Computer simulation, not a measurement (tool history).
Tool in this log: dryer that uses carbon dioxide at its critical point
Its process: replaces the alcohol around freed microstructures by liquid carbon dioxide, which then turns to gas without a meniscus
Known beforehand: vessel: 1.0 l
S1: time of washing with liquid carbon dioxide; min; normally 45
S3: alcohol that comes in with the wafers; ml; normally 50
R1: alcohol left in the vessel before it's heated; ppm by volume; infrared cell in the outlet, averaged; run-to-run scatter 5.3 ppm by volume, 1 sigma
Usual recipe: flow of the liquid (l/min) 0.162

{"run": 1, "hour": 0.0, "S1": 45, "flow of the liquid (l/min)": 0.162, "S3": 50, "R1": 231}
{"run": 2, "hour": 9.3, "S1": 31, "flow of the liquid (l/min)": 0.162, "S3": 50, "R1": 1139}
{"run": 3, "hour": 15.1, "S1": 45, "flow of the liquid (l/min)": 0.105, "S3": 50, "R1": 1474}
{"run": 4, "hour": 23.1, "S1": 45, "flow of the liquid (l/min)": 0.105, "S3": 50, "R1": 1478}
{"run": 5, "hour": 30.7, "S1": 45, "flow of the liquid (l/min)": 0.228, "S3": 50, "R1": 55}
{"run": 6, "hour": 38.8, "S1": 45, "flow of the liquid (l/min)": 0.228, "S3": 50, "R1": 55}
{"run": 7, "hour": 43.7, "S1": 45, "flow of the liquid (l/min)": 0.228, "S3": 50, "R1": 50}
{"run": 8, "hour": 52.0, "S1": 45, "flow of the liquid (l/min)": 0.228, "S3": 50, "R1": 58}
{"run": 9, "hour": 61.8, "S1": 59, "flow of the liquid (l/min)": 0.162, "S3": 50, "R1": 76}
{"run": 10, "hour": 72.6, "S1": 59, "flow of the liquid (l/min)": 0.162, "S3": 50, "R1": 79}
{"run": 11, "hour": 82.0, "S1": 59, "flow of the liquid (l/min)": 0.162, "S3": 58, "R1": 85}
{"run": 12, "hour": 92.3, "S1": 59, "flow of the liquid (l/min)": 0.162, "S3": 58, "R1": 93}
{"run": 13, "hour": 102.1, "S1": 45, "flow of the liquid (l/min)": 0.131, "S3": 50, "R1": 710}
{"run": 14, "hour": 109.3, "S1": 45, "flow of the liquid (l/min)": 0.131, "S3": 50, "R1": 714}
{"run": 15, "hour": 116.0, "S1": 45, "flow of the liquid (l/min)": 0.162, "S3": 50, "R1": 282}
{"run": 16, "hour": 121.8, "S1": 31, "flow of the liquid (l/min)": 0.261, "S3": 48, "R1": 160}
{"run": 17, "hour": 127.0, "S1": 31, "flow of the liquid (l/min)": 0.261, "S3": 48, "R1": 170}
{"run": 18, "hour": 132.5, "S1": 41, "flow of the liquid (l/min)": 0.259, "S3": 67, "R1": 68}
{"run": 19, "hour": 138.9, "S1": 36, "flow of the liquid (l/min)": 0.223, "S3": 24, "R1": 110}
{"run": 20, "hour": 148.5, "S1": 36, "flow of the liquid (l/min)": 0.223, "S3": 24, "R1": 117}
{"run": 21, "hour": 153.8, "S1": 28, "flow of the liquid (l/min)": 0.162, "S3": 50, "R1": 1903}
{"run": 22, "hour": 164.1, "S1": 28, "flow of the liquid (l/min)": 0.162, "S3": 50, "R1": 1929}
{"run": 23, "hour": 170.3, "S1": 28, "flow of the liquid (l/min)": 0.228, "S3": 50, "R1": 558}
{"run": 24, "hour": 176.5, "S1": 42, "flow of the liquid (l/min)": 0.178, "S3": 50, "R1": 264}
{"run": 25, "hour": 187.6, "S1": 59, "flow of the liquid (l/min)": 0.097, "S3": 50, "R1": 910}
{"run": 26, "hour": 193.0, "S1": 52, "flow of the liquid (l/min)": 0.188, "S3": 72, "R1": 108}
{"run": 27, "hour": 203.0, "S1": 28, "flow of the liquid (l/min)": 0.162, "S3": 50, "R1": 2018}
{"run": 28, "hour": 213.0, "S1": 28, "flow of the liquid (l/min)": 0.162, "S3": 63, "R1": 2567}
{"run": 29, "hour": 220.0, "S1": 28, "flow of the liquid (l/min)": 0.162, "S3": 63, "R1": 2643}

3 options for the next run, each taken on its own from the tool as it stands now. Forecast them:
{"run": "A", "hour": 230.6, "S1": 65, "flow of the liquid (l/min)": 0.2, "S3": 20, "R1": "?"}
{"run": "B", "hour": 230.6, "S1": 28, "flow of the liquid (l/min)": 0.144, "S3": 112, "R1": "?"}
{"run": "C", "hour": 230.6, "S1": 41, "flow of the liquid (l/min)": 0.162, "S3": 50, "R1": "?"}

run=A R1=58
run=B R1=6990
run=C R1=527
Take away the tool's hidden state, keep each run's random variation, and the runs would have read:
run=A R1=7
run=B R1=3953
run=C R1=192
